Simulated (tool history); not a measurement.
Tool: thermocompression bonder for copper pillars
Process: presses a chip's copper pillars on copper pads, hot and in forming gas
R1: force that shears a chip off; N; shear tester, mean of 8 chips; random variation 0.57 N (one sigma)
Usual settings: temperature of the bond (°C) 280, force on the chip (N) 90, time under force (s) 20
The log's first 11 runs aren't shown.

Run 12, day 3.112: usual settings. Result: R1 76.5 N.
Run 13, day 3.512: usual settings. Result: R1 77.9 N.
Run 14, day 3.812: usual settings. Result: R1 77.4 N.
Run 15, day 4.008: usual settings. Result: R1 77 N.
Run 16, day 4.358: usual settings. Result: R1 77 N.
Run 17, day 4.542: usual settings. Result: R1 77.2 N.
Run 18, day 4.883: usual settings but force on the chip (N) 78. Result: R1 69.8 N.
Run 19, day 5.242: usual settings. Result: R1 76.6 N.
Run 20, day 5.633: usual settings but force on the chip (N) 123, time under force (s) 17. Result: R1 88.4 N.
Run 21, day 6.058: usual settings but temperature of the bond (°C) 270, force on the chip (N) 105. Result: R1 77.5 N.
Run 22, day 6.462: usual settings but temperature of the bond (°C) 270, force on the chip (N) 105. Result: R1 77.6 N.

The next listed run, before its measurement:
Run 23, day 6.8: usual settings but temperature of the bond (°C) 277, force on the chip (N) 81, time under force (s) 23. Result: R1 ?.

{"run 23": {"R1": 70.8}}
Without the tool's hidden state the same run would have given R1 76.9 N.

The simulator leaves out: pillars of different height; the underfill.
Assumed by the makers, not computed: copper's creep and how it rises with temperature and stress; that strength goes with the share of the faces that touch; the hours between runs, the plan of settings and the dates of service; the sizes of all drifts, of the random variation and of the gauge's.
